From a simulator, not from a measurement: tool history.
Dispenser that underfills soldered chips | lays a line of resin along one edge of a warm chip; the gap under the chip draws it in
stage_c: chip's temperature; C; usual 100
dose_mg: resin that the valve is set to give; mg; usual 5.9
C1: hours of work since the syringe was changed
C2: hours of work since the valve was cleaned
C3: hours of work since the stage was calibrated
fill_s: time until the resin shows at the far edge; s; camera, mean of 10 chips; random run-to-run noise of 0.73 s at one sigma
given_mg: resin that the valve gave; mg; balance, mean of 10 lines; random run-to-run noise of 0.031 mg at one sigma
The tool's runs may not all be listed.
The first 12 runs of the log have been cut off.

{"hour": 67.9, "done": "new syringe of resin"}
{"run": 13, "hour": 70.0, "stage_c": 100, "dose_mg": 5.9, "C1": 2, "C2": 36, "C3": 181, "fill_s": 68.2, "given_mg": 5.71}
{"run": 14, "hour": 77.3, "stage_c": 100, "dose_mg": 5.66, "C1": 7, "C2": 42, "C3": 187, "fill_s": 86.2, "given_mg": 5.41}
{"hour": 81.9, "done": "new syringe of resin"}
{"run": 15, "hour": 85.5, "stage_c": 100, "dose_mg": 5.78, "C1": 3, "C2": 47, "C3": 192, "fill_s": 72, "given_mg": 5.57}
{"run": 16, "hour": 90.2, "stage_c": 100, "dose_mg": 5.78, "C1": 6, "C2": 51, "C3": 196, "fill_s": 85.1, "given_mg": 5.48}
{"run": 17, "hour": 95.2, "stage_c": 113, "dose_mg": 5.9, "C1": 10, "C2": 55, "C3": 200, "fill_s": 55.7, "given_mg": 5.58}
{"hour": 96.0, "done": "new syringe of resin"}
{"run": 18, "hour": 98.9, "stage_c": 104, "dose_mg": 6.44, "C1": 2, "C2": 57, "C3": 202, "fill_s": 58.2, "given_mg": 6.15}
{"run": 19, "hour": 103.0, "stage_c": 112, "dose_mg": 5.2, "C1": 5, "C2": 60, "C3": 205, "fill_s": 47.7, "given_mg": 4.91}
{"run": 20, "hour": 107.2, "stage_c": 112, "dose_mg": 5.2, "C1": 8, "C2": 63, "C3": 208, "fill_s": 55.4, "given_mg": 4.92}
{"hour": 110.1, "done": "new syringe of resin"}
{"run": 21, "hour": 113.9, "stage_c": 103, "dose_mg": 7.51, "C1": 3, "C2": 68, "C3": 213, "fill_s": 60.5, "given_mg": 7.07}
{"run": 22, "hour": 119.0, "stage_c": 96, "dose_mg": 5.86, "C1": 7, "C2": 72, "C3": 217, "fill_s": 101.8, "given_mg": 5.5}
{"hour": 124.5, "done": "new syringe of resin"}
{"run": 23, "hour": 124.7, "stage_c": 101, "dose_mg": 5.9, "C1": 0, "C2": 76, "C3": 221, "fill_s": 60.7, "given_mg": 5.48}
{"run": 24, "hour": 130.2, "stage_c": 88, "dose_mg": 6.73, "C1": 4, "C2": 80, "C3": 225, "fill_s": 129.9, "given_mg": 6.22}
{"run": 25, "hour": 137.1, "stage_c": 88, "dose_mg": 6.73, "C1": 9, "C2": 85, "C3": 230, "fill_s": 166.2, "given_mg": 6.18}
{"hour": 138.6, "done": "new syringe of resin"}
{"run": 26, "hour": 142.8, "stage_c": 108, "dose_mg": 6.25, "C1": 3, "C2": 89, "C3": 234, "fill_s": 50.1, "given_mg": 5.72}
{"run": 27, "hour": 147.9, "stage_c": 110, "dose_mg": 7.19, "C1": 7, "C2": 92, "C3": 238, "fill_s": 53.7, "given_mg": 6.55}
{"hour": 152.8, "done": "new syringe of resin"}
{"run": 28, "hour": 155.6, "stage_c": 110, "dose_mg": 6.09, "C1": 2, "C2": 98, "C3": 243, "fill_s": 44.3, "given_mg": 5.57}
{"run": 29, "hour": 159.3, "stage_c": 107, "dose_mg": 5.43, "C1": 5, "C2": 101, "C3": 246, "fill_s": 59.3, "given_mg": 4.93}
{"run": 30, "hour": 165.9, "stage_c": 109, "dose_mg": 5.51, "C1": 10, "C2": 106, "C3": 251, "fill_s": 67.5, "given_mg": 4.99}

3 options for the next run, each taken on its own from the tool as it stands now. Forecast them:
{"hour": 167.3, "done": "new syringe of resin"}
{"hour": 169.4, "done": "dispensing valve cleaned and set on the balance"}
{"run": "A", "hour": 172.7, "stage_c": 109, "dose_mg": 7.66, "C1": 3, "C2": 3, "C3": 255, "fill_s": "?", "given_mg": "?"}
{"hour": 167.3, "done": "new syringe of resin"}
{"hour": 169.4, "done": "dispensing valve cleaned and set on the balance"}
{"run": "B", "hour": 172.7, "stage_c": 90, "dose_mg": 5.2, "C1": 3, "C2": 3, "C3": 255, "fill_s": "?", "given_mg": "?"}
{"hour": 167.3, "done": "new syringe of resin"}
{"hour": 169.4, "done": "dispensing valve cleaned and set on the balance"}
{"run": "C", "hour": 172.7, "stage_c": 85, "dose_mg": 5.6, "C1": 3, "C2": 3, "C3": 255, "fill_s": "?", "given_mg": "?"}

run=A fill_s=47.6 given_mg=7.65
run=B fill_s=118.4 given_mg=5.25
run=C fill_s=149.8 given_mg=5.62
With the hidden condition removed and each run's random variation left untouched, the same runs would have given:
run=A fill_s=43.4 given_mg=7.66
run=B fill_s=108.8 given_mg=5.26
run=C fill_s=138 given_mg=5.63

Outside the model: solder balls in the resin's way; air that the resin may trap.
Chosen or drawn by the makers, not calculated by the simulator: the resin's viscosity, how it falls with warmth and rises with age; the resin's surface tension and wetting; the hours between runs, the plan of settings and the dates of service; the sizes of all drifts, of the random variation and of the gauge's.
